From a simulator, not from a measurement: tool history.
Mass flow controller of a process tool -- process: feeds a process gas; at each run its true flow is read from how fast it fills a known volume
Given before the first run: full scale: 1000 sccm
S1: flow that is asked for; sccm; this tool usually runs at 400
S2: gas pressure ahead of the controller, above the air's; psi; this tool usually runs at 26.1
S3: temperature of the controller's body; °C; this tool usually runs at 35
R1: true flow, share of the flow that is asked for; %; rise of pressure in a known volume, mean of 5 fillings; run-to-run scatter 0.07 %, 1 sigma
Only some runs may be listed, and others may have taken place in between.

run    hour   S1    S2  S3     R1
  1     0.0  400  26.1  35  98.53
  2   118.6  400  26.1  35  98.48
  3   346.2  400  38.4  35  99.28
  4   551.9  400  28.6  35  98.69
  5   777.3  400  28.6  35  98.78
  6  1027.7  400  21.2  35  98.40
  7  1222.3  400  26.1  37  98.54
     1432.5  -- controller's zero set anew
  8  1434.6  400  26.1  37  98.73
  9  1699.5  400  26.1  37  98.74
 10  1954.1  400  26.1  37  98.74
 11  2130.7  400  26.1  37  98.69
 12  2341.9  400  26.1  35  98.94
 13  2524.0  400  34.2  35  99.48
 14  2745.5  824  26.1  35  99.44
 15  2902.3  564  40.0  35  99.83
 16  3067.6  284  24.5  35  98.86
 17  3220.0  115  36.4  26  99.89
 18  3411.5  194  26.1  20  99.83
 19  3522.5  201  38.7  35  99.61
 20  3702.8  274  26.1  37  98.88
 21  3824.9  274  26.1  37  98.83
 22  4069.8  400  32.2  35  99.39
 23  4329.3  593  32.2  35  99.90
 24  4445.0  593  32.2  35  99.86
 25  4588.5  702  28.6  33  99.98
 26  4850.6  702  28.6  33  99.97
 27  5037.9  195  28.6  30  99.56

Estimate the outcome of run 28 from the log above:
 28  5155.6  400  26.1  27   ?

{"run 28": {"R1": 100.05}}
Take away the tool's hidden state, keep the run-to-run variation as it was, and the same run would have given R1 99.16 %.
